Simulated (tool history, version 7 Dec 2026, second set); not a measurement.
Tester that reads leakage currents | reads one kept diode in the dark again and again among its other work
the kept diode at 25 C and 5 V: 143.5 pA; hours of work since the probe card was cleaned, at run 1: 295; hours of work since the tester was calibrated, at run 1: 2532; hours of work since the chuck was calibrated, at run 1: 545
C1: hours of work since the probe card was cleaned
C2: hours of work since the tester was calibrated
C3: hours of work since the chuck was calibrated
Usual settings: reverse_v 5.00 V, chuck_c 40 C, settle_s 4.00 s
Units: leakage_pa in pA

run 1 day=0.000 | reverse_v=5.00 chuck_c=40 settle_s=4.00 | C1=295 C2=2532 C3=545 | leakage_pa=416.01
run 2 day=11.271 | reverse_v=5.00 chuck_c=40 settle_s=4.00 | C1=460 C2=2698 C3=710 | leakage_pa=418.75
run 3 day=18.812 | reverse_v=15.89 chuck_c=40 settle_s=4.00 | C1=571 C2=2809 C3=821 | leakage_pa=733.98
run 4 day=28.942 | reverse_v=15.89 chuck_c=40 settle_s=4.00 | C1=720 C2=2957 C3=970 | leakage_pa=737.37
run 5 day=35.658 | reverse_v=15.89 chuck_c=40 settle_s=4.00 | C1=818 C2=3056 C3=1068 | leakage_pa=734.96
run 6 day=45.588 | reverse_v=15.89 chuck_c=40 settle_s=4.00 | C1=964 C2=3202 C3=1214 | leakage_pa=739.34
run 7 day=56.104 | reverse_v=5.00 chuck_c=59 settle_s=4.00 | C1=1118 C2=3356 C3=1369 | leakage_pa=1401.61
run 8 day=61.129 | reverse_v=5.00 chuck_c=59 settle_s=4.00 | C1=1192 C2=3430 C3=1442 | leakage_pa=1398.34
run 9 day=68.846 | reverse_v=1.46 chuck_c=59 settle_s=4.00 | C1=1305 C2=3543 C3=1556 | leakage_pa=762.47
run 10 day=77.671 | reverse_v=5.00 chuck_c=40 settle_s=1.18 | C1=1435 C2=3673 C3=1685 | leakage_pa=417.02
-- day=82.171 tester calibrated
-- day=86.212 chuck's temperature calibrated
run 11 day=87.283 | reverse_v=5.00 chuck_c=40 settle_s=1.18 | C1=1574 C2=74 C3=16 | leakage_pa=417.37
run 12 day=98.392 | reverse_v=5.00 chuck_c=40 settle_s=1.18 | C1=1737 C2=237 C3=179 | leakage_pa=416.91
run 13 day=106.800 | reverse_v=5.00 chuck_c=40 settle_s=1.18 | C1=1860 C2=360 C3=302 | leakage_pa=418.03
-- day=108.554 probe card cleaned and baked
run 14 day=116.725 | reverse_v=5.00 chuck_c=40 settle_s=1.18 | C1=120 C2=504 C3=446 | leakage_pa=416.00
run 15 day=126.504 | reverse_v=5.00 chuck_c=40 settle_s=8.42 | C1=264 C2=648 C3=590 | leakage_pa=415.95
run 16 day=132.900 | reverse_v=5.00 chuck_c=37 settle_s=4.00 | C1=357 C2=742 C3=684 | leakage_pa=340.19
run 17 day=142.279 | reverse_v=4.37 chuck_c=37 settle_s=4.00 | C1=495 C2=879 C3=821 | leakage_pa=317.89
run 18 day=148.825 | reverse_v=15.00 chuck_c=40 settle_s=4.00 | C1=591 C2=975 C3=917 | leakage_pa=718.33
run 19 day=156.058 | reverse_v=15.00 chuck_c=40 settle_s=4.00 | C1=697 C2=1082 C3=1024 | leakage_pa=717.19
run 20 day=165.433 | reverse_v=15.00 chuck_c=40 settle_s=4.00 | C1=835 C2=1219 C3=1161 | leakage_pa=718.17
run 21 day=175.471 | reverse_v=15.00 chuck_c=40 settle_s=4.00 | C1=982 C2=1367 C3=1309 | leakage_pa=713.94
run 22 day=187.521 | reverse_v=15.00 chuck_c=40 settle_s=4.00 | C1=1159 C2=1544 C3=1485 | leakage_pa=716.36
run 23 day=197.488 | reverse_v=2.34 chuck_c=47 settle_s=0.50 | C1=1306 C2=1690 C3=1632 | leakage_pa=457.77
run 24 day=204.554 | reverse_v=5.11 chuck_c=26 settle_s=4.00 | C1=1409 C2=1794 C3=1735 | leakage_pa=156.58
-- day=209.092 chuck's temperature calibrated
run 25 day=210.292 | reverse_v=1.43 chuck_c=40 settle_s=0.57 | C1=1492 C2=1877 C3=18 | leakage_pa=227.16
run 26 day=216.938 | reverse_v=5.00 chuck_c=40 settle_s=0.86 | C1=1590 C2=1974 C3=115 | leakage_pa=417.39
run 27 day=227.758 | reverse_v=1.14 chuck_c=40 settle_s=4.00 | C1=1749 C2=2133 C3=274 | leakage_pa=200.22
run 28 day=235.242 | reverse_v=4.99 chuck_c=48 settle_s=2.51 | C1=1859 C2=2243 C3=384 | leakage_pa=706.70
-- day=236.921 probe card cleaned and baked
run 29 day=240.350 | reverse_v=1.70 chuck_c=40 settle_s=2.22 | C1=50 C2=2316 C3=457 | leakage_pa=244.31
run 30 day=249.208 | reverse_v=1.53 chuck_c=22 settle_s=8.17 | C1=180 C2=2446 C3=587 | leakage_pa=63.70
run 31 day=258.046 | reverse_v=7.26 chuck_c=40 settle_s=4.00 | C1=310 C2=2576 C3=717 | leakage_pa=500.82
run 32 day=263.704 | reverse_v=2.13 chuck_c=30 settle_s=2.38 | C1=393 C2=2659 C3=800 | leakage_pa=136.44
run 33 day=269.025 | reverse_v=2.13 chuck_c=52 settle_s=0.57 | C1=471 C2=2737 C3=878 | leakage_pa=600.40
run 34 day=274.117 | reverse_v=2.69 chuck_c=47 settle_s=0.64 | C1=546 C2=2812 C3=953 | leakage_pa=487.36
run 35 day=282.079 | reverse_v=2.69 chuck_c=47 settle_s=0.64 | C1=663 C2=2929 C3=1070 | leakage_pa=490.29
run 36 day=290.354 | reverse_v=2.69 chuck_c=47 settle_s=0.64 | C1=784 C2=3050 C3=1191 | leakage_pa=487.14
run 37 day=296.333 | reverse_v=2.69 chuck_c=47 settle_s=0.64 | C1=872 C2=3138 C3=1279 | leakage_pa=485.75
run 38 day=303.017 | reverse_v=2.36 chuck_c=40 settle_s=1.27 | C1=970 C2=3236 C3=1377 | leakage_pa=289.04
run 39 day=314.721 | reverse_v=18.18 chuck_c=40 settle_s=4.00 | C1=1142 C2=3408 C3=1549 | leakage_pa=788.45
run 40 day=324.950 | reverse_v=1.37 chuck_c=40 settle_s=4.00 | C1=1292 C2=3558 C3=1699 | leakage_pa=219.70

Hidden state or all else? Some run-to-run changes of leakage_pa, split into what the settings, what came in and random variation would give without the hidden state, and what is left for the hidden state (with any gauge scatter that isn't in both results):
The hidden state here: stray current of the dirty probe card, pA a volt; current scale over the true one, %; true chuck temperature over the reading, C; drift of the gauge itself on leakage_pa, %.
Run 6 -> 7: reverse_v 15.89 -> 5.00, chuck_c 40 -> 59. leakage_pa +662.27 pA: hidden state +0.52, all else +661.75.
Run 8 -> 9: reverse_v 5.00 -> 1.46. leakage_pa -635.87 pA: hidden state -0.61, all else -635.26.
Run 38 -> 39: reverse_v 2.36 -> 18.18, settle_s 1.27 -> 4.00. leakage_pa +499.41 pA: hidden state +0.72, all else +498.69.
Run 39 -> 40: reverse_v 18.18 -> 1.37. leakage_pa -568.75 pA: hidden state -0.74, all else -568.01.
